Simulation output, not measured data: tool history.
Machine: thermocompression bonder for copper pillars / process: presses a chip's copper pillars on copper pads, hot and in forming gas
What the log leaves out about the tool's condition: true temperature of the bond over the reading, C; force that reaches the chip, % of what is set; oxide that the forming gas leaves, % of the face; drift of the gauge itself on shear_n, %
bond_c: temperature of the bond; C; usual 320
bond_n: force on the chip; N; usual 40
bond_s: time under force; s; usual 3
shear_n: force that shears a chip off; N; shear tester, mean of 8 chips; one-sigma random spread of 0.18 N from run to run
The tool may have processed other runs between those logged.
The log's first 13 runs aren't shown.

run	hour	bond_c	bond_n	bond_s	hours of work since the heater was calibrated	hours of work since the force cell was calibrated	hours of work since the gas filter was changed	shear_n
14	160.1	320	40	3	403	552	108	33.7
# hour 177.8: forming gas filter changed
15	178.5	320	40	3	414	563	0	35.3
16	190.8	320	40	3	421	570	7	34.9
17	208.7	320	40	3	431	580	18	34.7
18	217.5	320	40	3	436	585	23	34.9
19	231.8	320	40	6	444	593	31	44.2
20	243.5	320	39	3	451	600	38	33.7
21	259.5	304	40	6	460	609	47	39.4
22	270.5	320	40	5	466	615	53	41.5
23	286.2	320	40	5	475	624	62	41.2
24	296.6	320	36	3	481	630	68	30.4
25	305.1	320	36	3	486	635	73	30.7
26	323.4	320	45	3	496	645	83	37.7
27	341.1	320	45	3	507	655	93	38.2
28	354.6	320	45	3	514	663	101	38
29	374	320	31	2	525	674	112	21.3
# hour 384.8: forming gas filter changed
30	386.2	320	52	2	532	681	1	39.5
31	402.2	320	38	2	541	690	10	28.4
32	412.2	298	26	3	547	696	16	18.1
33	426.8	309	26	3	555	704	24	19.4
34	437.8	325	40	3	561	710	30	36.1
35	452.3	308	40	3	570	719	39	31.4

For run 36, what comes out?
36	462.2	308	40	3	575	724	44	?

Run 36 produced shear_n 31.5 N.
Were there no unlogged condition in the tool, this run, its random variation unchanged, would have produced shear_n 31.3 N.
